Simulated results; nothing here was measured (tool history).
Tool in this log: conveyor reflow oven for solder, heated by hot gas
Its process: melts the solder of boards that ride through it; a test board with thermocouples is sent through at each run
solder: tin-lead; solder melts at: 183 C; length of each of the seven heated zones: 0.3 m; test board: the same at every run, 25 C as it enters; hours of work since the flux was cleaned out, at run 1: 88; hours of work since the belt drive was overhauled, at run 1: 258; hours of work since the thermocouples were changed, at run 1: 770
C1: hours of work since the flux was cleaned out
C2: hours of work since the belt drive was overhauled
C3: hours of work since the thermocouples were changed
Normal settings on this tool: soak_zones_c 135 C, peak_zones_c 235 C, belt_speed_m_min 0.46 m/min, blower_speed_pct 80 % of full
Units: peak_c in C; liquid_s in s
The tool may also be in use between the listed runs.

run 1 day=0 | soak_zones_c=135 peak_zones_c=235 belt_speed_m_min=0.46 blower_speed_pct=80 | C1=88 C2=258 C3=770 | peak_c=222.5 liquid_s=62
run 2 day=1.558 | soak_zones_c=135 peak_zones_c=235 belt_speed_m_min=0.46 blower_speed_pct=80 | C1=109 C2=278 C3=791 | peak_c=222.2 liquid_s=61.8
run 3 day=2.754 | soak_zones_c=135 peak_zones_c=235 belt_speed_m_min=0.46 blower_speed_pct=80 | C1=124 C2=294 C3=806 | peak_c=222 liquid_s=61.6
run 4 day=3.667 | soak_zones_c=135 peak_zones_c=235 belt_speed_m_min=0.46 blower_speed_pct=80 | C1=136 C2=305 C3=818 | peak_c=222.2 liquid_s=61.7
run 5 day=5.446 | soak_zones_c=135 peak_zones_c=235 belt_speed_m_min=0.46 blower_speed_pct=80 | C1=159 C2=329 C3=842 | peak_c=221.7 liquid_s=61.6
run 6 day=6.375 | soak_zones_c=135 peak_zones_c=230 belt_speed_m_min=0.46 blower_speed_pct=80 | C1=172 C2=341 C3=854 | peak_c=217.6 liquid_s=58.5
run 7 day=7.812 | soak_zones_c=135 peak_zones_c=230 belt_speed_m_min=0.46 blower_speed_pct=80 | C1=190 C2=360 C3=872 | peak_c=217.1 liquid_s=58.4
run 8 day=9.338 | soak_zones_c=135 peak_zones_c=230 belt_speed_m_min=0.46 blower_speed_pct=80 | C1=210 C2=380 C3=892 | peak_c=217.5 liquid_s=58
run 9 day=10.608 | soak_zones_c=135 peak_zones_c=235 belt_speed_m_min=0.46 blower_speed_pct=80 | C1=227 C2=396 C3=909 | peak_c=221.6 liquid_s=61.3
run 10 day=12.671 | soak_zones_c=135 peak_zones_c=235 belt_speed_m_min=0.46 blower_speed_pct=80 | C1=254 C2=423 C3=936 | peak_c=221.4 liquid_s=60.7
run 11 day=14.083 | soak_zones_c=135 peak_zones_c=235 belt_speed_m_min=0.46 blower_speed_pct=80 | C1=272 C2=442 C3=954 | peak_c=221.6 liquid_s=61.1
run 12 day=15.517 | soak_zones_c=135 peak_zones_c=235 belt_speed_m_min=0.46 blower_speed_pct=80 | C1=291 C2=460 C3=973 | peak_c=221.3 liquid_s=61
run 13 day=16.929 | soak_zones_c=135 peak_zones_c=235 belt_speed_m_min=0.46 blower_speed_pct=80 | C1=309 C2=479 C3=992 | peak_c=221.6 liquid_s=60.9
run 14 day=18.258 | soak_zones_c=134 peak_zones_c=235 belt_speed_m_min=0.46 blower_speed_pct=80 | C1=327 C2=496 C3=1009 | peak_c=221.1 liquid_s=60.3
run 15 day=19.642 | soak_zones_c=134 peak_zones_c=241 belt_speed_m_min=0.46 blower_speed_pct=83 | C1=345 C2=514 C3=1027 | peak_c=226.8 liquid_s=64.5
-- day=20.071 thermocouples of zones 6 and 7 changed
run 16 day=20.933 | soak_zones_c=124 peak_zones_c=241 belt_speed_m_min=0.46 blower_speed_pct=83 | C1=361 C2=530 C3=11 | peak_c=221.8 liquid_s=58
run 17 day=22.062 | soak_zones_c=124 peak_zones_c=241 belt_speed_m_min=0.46 blower_speed_pct=83 | C1=375 C2=545 C3=26 | peak_c=221.9 liquid_s=58.1
run 18 day=23.5 | soak_zones_c=124 peak_zones_c=229 belt_speed_m_min=0.46 blower_speed_pct=83 | C1=394 C2=563 C3=45 | peak_c=211 liquid_s=49.1
run 19 day=24.429 | soak_zones_c=121 peak_zones_c=235 belt_speed_m_min=0.409 blower_speed_pct=75 | C1=406 C2=576 C3=57 | peak_c=218.3 liquid_s=61.9
-- day=25.962 flux residue cleaned out of gas plates and filters
run 20 day=26.408 | soak_zones_c=145 peak_zones_c=235 belt_speed_m_min=0.46 blower_speed_pct=74 | C1=6 C2=599 C3=80 | peak_c=221.5 liquid_s=65
run 21 day=27.779 | soak_zones_c=145 peak_zones_c=235 belt_speed_m_min=0.46 blower_speed_pct=74 | C1=24 C2=617 C3=98 | peak_c=221.7 liquid_s=65
run 22 day=29.417 | soak_zones_c=145 peak_zones_c=235 belt_speed_m_min=0.46 blower_speed_pct=74 | C1=45 C2=638 C3=119 | peak_c=221.2 liquid_s=65
run 23 day=30.992 | soak_zones_c=135 peak_zones_c=235 belt_speed_m_min=0.537 blower_speed_pct=80 | C1=66 C2=659 C3=140 | peak_c=215.8 liquid_s=48

Predict each of these 3 candidate next runs independently; none follows another, all start after run 23:
run A day=32.2 | soak_zones_c=126 peak_zones_c=249 belt_speed_m_min=0.46 blower_speed_pct=81 | C1=81 C2=674 C3=156 | peak_c=? liquid_s=?
run B day=32.2 | soak_zones_c=135 peak_zones_c=249 belt_speed_m_min=0.374 blower_speed_pct=86 | C1=81 C2=674 C3=156 | peak_c=? liquid_s=?
run C day=32.2 | soak_zones_c=135 peak_zones_c=229 belt_speed_m_min=0.537 blower_speed_pct=80 | C1=81 C2=674 C3=156 | peak_c=? liquid_s=?

run=A peak_c=232.7 liquid_s=65.8
run=B peak_c=240.3 liquid_s=89.3
run=C peak_c=210.6 liquid_s=43.9
Had the tool no hidden state, the same runs would have come out as:
run=A peak_c=232.8 liquid_s=65.5
run=B peak_c=240.3 liquid_s=88.8
run=C peak_c=210.8 liquid_s=43.9
